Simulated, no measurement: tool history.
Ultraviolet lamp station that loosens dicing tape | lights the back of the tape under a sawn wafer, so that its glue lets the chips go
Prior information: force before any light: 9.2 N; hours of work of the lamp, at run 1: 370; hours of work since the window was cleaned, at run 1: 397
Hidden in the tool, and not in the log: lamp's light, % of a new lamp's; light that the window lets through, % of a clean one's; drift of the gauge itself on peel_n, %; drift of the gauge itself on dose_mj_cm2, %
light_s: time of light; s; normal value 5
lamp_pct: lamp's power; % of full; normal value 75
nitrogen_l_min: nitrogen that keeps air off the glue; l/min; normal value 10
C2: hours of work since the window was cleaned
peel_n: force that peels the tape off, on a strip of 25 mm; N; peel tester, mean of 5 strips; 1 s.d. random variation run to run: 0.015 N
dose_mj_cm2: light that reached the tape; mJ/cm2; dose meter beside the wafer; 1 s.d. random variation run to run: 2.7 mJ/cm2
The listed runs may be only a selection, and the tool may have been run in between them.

run 1 hour=0 | light_s=5 lamp_pct=75 nitrogen_l_min=10 | hours_of_work_of_the_lamp=370 C2=397 | peel_n=1.397 dose_mj_cm2=261
run 2 hour=11.5 | light_s=2 lamp_pct=75 nitrogen_l_min=10 | hours_of_work_of_the_lamp=379 C2=406 | peel_n=4.312 dose_mj_cm2=99
run 3 hour=22.8 | light_s=5 lamp_pct=71 nitrogen_l_min=10 | hours_of_work_of_the_lamp=388 C2=415 | peel_n=1.626 dose_mj_cm2=242
run 4 hour=33.2 | light_s=5 lamp_pct=71 nitrogen_l_min=10 | hours_of_work_of_the_lamp=396 C2=423 | peel_n=1.613 dose_mj_cm2=240
run 5 hour=41.1 | light_s=5 lamp_pct=71 nitrogen_l_min=10 | hours_of_work_of_the_lamp=402 C2=429 | peel_n=1.669 dose_mj_cm2=236
run 6 hour=54.1 | light_s=5 lamp_pct=75 nitrogen_l_min=10 | hours_of_work_of_the_lamp=412 C2=439 | peel_n=1.516 dose_mj_cm2=255
run 7 hour=62.2 | light_s=5 lamp_pct=75 nitrogen_l_min=10 | hours_of_work_of_the_lamp=418 C2=445 | peel_n=1.55 dose_mj_cm2=250
run 8 hour=74 | light_s=5 lamp_pct=75 nitrogen_l_min=3 | hours_of_work_of_the_lamp=427 C2=454 | peel_n=2.972 dose_mj_cm2=242
run 9 hour=86.3 | light_s=5 lamp_pct=75 nitrogen_l_min=11 | hours_of_work_of_the_lamp=437 C2=464 | peel_n=1.436 dose_mj_cm2=247
run 10 hour=97.5 | light_s=5 lamp_pct=75 nitrogen_l_min=11 | hours_of_work_of_the_lamp=445 C2=473 | peel_n=1.445 dose_mj_cm2=245
-- hour=98.5 window cleaned of glue's vapour
run 11 hour=107.2 | light_s=5 lamp_pct=75 nitrogen_l_min=11 | hours_of_work_of_the_lamp=453 C2=7 | peel_n=1.773 dose_mj_cm2=216
run 12 hour=120.1 | light_s=5 lamp_pct=75 nitrogen_l_min=11 | hours_of_work_of_the_lamp=463 C2=17 | peel_n=1.807 dose_mj_cm2=208
run 13 hour=129.9 | light_s=5 lamp_pct=75 nitrogen_l_min=11 | hours_of_work_of_the_lamp=470 C2=24 | peel_n=1.775 dose_mj_cm2=207
run 14 hour=138.9 | light_s=5 lamp_pct=75 nitrogen_l_min=10 | hours_of_work_of_the_lamp=477 C2=31 | peel_n=2.035 dose_mj_cm2=209
run 15 hour=146.3 | light_s=3 lamp_pct=82 nitrogen_l_min=5 | hours_of_work_of_the_lamp=483 C2=37 | peel_n=4.282 dose_mj_cm2=132
run 16 hour=156.3 | light_s=7 lamp_pct=75 nitrogen_l_min=3 | hours_of_work_of_the_lamp=491 C2=45 | peel_n=2.631 dose_mj_cm2=284
-- hour=163.8 window cleaned of glue's vapour, once more
run 17 hour=167.2 | light_s=4 lamp_pct=75 nitrogen_l_min=12 | hours_of_work_of_the_lamp=499 C2=3 | peel_n=1.606 dose_mj_cm2=225
run 18 hour=179.3 | light_s=5 lamp_pct=75 nitrogen_l_min=10 | hours_of_work_of_the_lamp=508 C2=12 | peel_n=1.253 dose_mj_cm2=273

For run 19, what comes out?
run 19 hour=186 | light_s=3 lamp_pct=68 nitrogen_l_min=10 | hours_of_work_of_the_lamp=513 C2=17 | peel_n=? dose_mj_cm2=?

Run 19 came out at peel_n 3.021 N, dose_mj_cm2 150 mJ/cm2.
Were there no unlogged condition in the tool, this run, its random variation unchanged, would have produced peel_n 2.076 N, dose_mj_cm2 203 mJ/cm2.
